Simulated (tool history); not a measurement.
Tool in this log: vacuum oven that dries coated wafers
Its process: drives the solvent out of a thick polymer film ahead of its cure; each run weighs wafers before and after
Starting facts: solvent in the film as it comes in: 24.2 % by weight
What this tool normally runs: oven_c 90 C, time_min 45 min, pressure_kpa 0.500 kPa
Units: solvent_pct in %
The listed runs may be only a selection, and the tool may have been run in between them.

Run 1, hour 0.0: usual settings. Result: solvent_pct 2.10 %.
Run 2, hour 23.8: usual settings but time_min 33 min. Result: solvent_pct 3.76 %.
Run 3, hour 48.0: usual settings but time_min 33 min. Result: solvent_pct 4.21 %.
Run 4, hour 71.1: usual settings but time_min 33 min. Result: solvent_pct 4.19 %.
Run 5, hour 90.5: usual settings but time_min 33 min. Result: solvent_pct 4.24 %.
Run 6, hour 101.9: usual settings. Result: solvent_pct 2.49 %.
Run 7, hour 119.5: usual settings but time_min 80 min. Result: solvent_pct 0.90 %.
Run 8, hour 146.6: usual settings but time_min 80 min. Result: solvent_pct 0.92 %.
Run 9, hour 165.5: usual settings but time_min 46 min. Result: solvent_pct 2.45 %.
Run 10, hour 177.2: usual settings but oven_c 83 C. Result: solvent_pct 4.74 %.
Run 11, hour 191.4: usual settings but oven_c 83 C. Result: solvent_pct 3.60 %.
Run 12, hour 206.3: usual settings but oven_c 83 C. Result: solvent_pct 3.58 %.
Run 13, hour 222.2: usual settings but oven_c 83 C. Result: solvent_pct 3.54 %.
Run 14, hour 249.6: usual settings. Result: solvent_pct 1.73 %.
Run 15, hour 271.2: usual settings. Result: solvent_pct 1.78 %.
Run 16, hour 294.4: usual settings but oven_c 102 C, time_min 50 min. Result: solvent_pct 0.46 %.
Run 17, hour 308.8: usual settings but oven_c 82 C, time_min 24 min, pressure_kpa 0.522 kPa. Result: solvent_pct 8.25 %.
Run 18, hour 328.0: usual settings but oven_c 75 C, time_min 79 min, pressure_kpa 1.368 kPa. Result: solvent_pct 4.32 %.
Run 19, hour 351.2: usual settings but oven_c 87 C, time_min 34 min, pressure_kpa 1.294 kPa. Result: solvent_pct 4.49 %.
Run 20, hour 372.7: usual settings but oven_c 86 C, pressure_kpa 1.692 kPa. Result: solvent_pct 3.72 %.
Run 21, hour 391.1: usual settings but oven_c 86 C, pressure_kpa 1.692 kPa. Result: solvent_pct 3.76 %.
Run 22, hour 409.0: usual settings but oven_c 86 C, pressure_kpa 1.692 kPa. Result: solvent_pct 3.91 %.
Run 23, hour 426.5: usual settings but oven_c 76 C, time_min 23 min, pressure_kpa 1.229 kPa. Result: solvent_pct 11.44 %.
Run 24, hour 442.1: usual settings but oven_c 87 C, time_min 59 min, pressure_kpa 0.491 kPa. Result: solvent_pct 1.56 %.
Run 25, hour 460.4: usual settings but oven_c 87 C, time_min 59 min, pressure_kpa 0.491 kPa. Result: solvent_pct 1.52 %.
Run 26, hour 483.6: usual settings but oven_c 87 C, time_min 59 min, pressure_kpa 0.491 kPa. Result: solvent_pct 1.49 %.
Run 27, hour 503.3: usual settings but oven_c 87 C, time_min 59 min, pressure_kpa 0.491 kPa. Result: solvent_pct 1.58 %.
Run 28, hour 531.3: usual settings but oven_c 87 C, time_min 59 min, pressure_kpa 0.491 kPa. Result: solvent_pct 1.53 %.
Run 29, hour 554.9: usual settings but oven_c 99 C, time_min 60 min, pressure_kpa 0.454 kPa. Result: solvent_pct 0.50 %.

Taken out of this log: 2 entries between the listed runs. Where each belongs, and how the hidden state differs across it:
After run 2, before run 3: oven's thermocouples calibrated (hour 34.8)
  true wafer temperature over the reading, C: -1.96 -> -3.28; true pressure over the reading, kPa: 0.094 -> 0.1
  difference, measured minus the result without the unlogged condition, solvent_pct: +0.66 -> +1.09 %
After run 10, before run 11: oven's thermocouples calibrated, once more (hour 188.8)
  true wafer temperature over the reading, C: -3.41 -> 0.03; true pressure over the reading, kPa: 0.132 -> 0.135
  difference, measured minus the result without the unlogged condition, solvent_pct: +1.28 -> +0.11 %
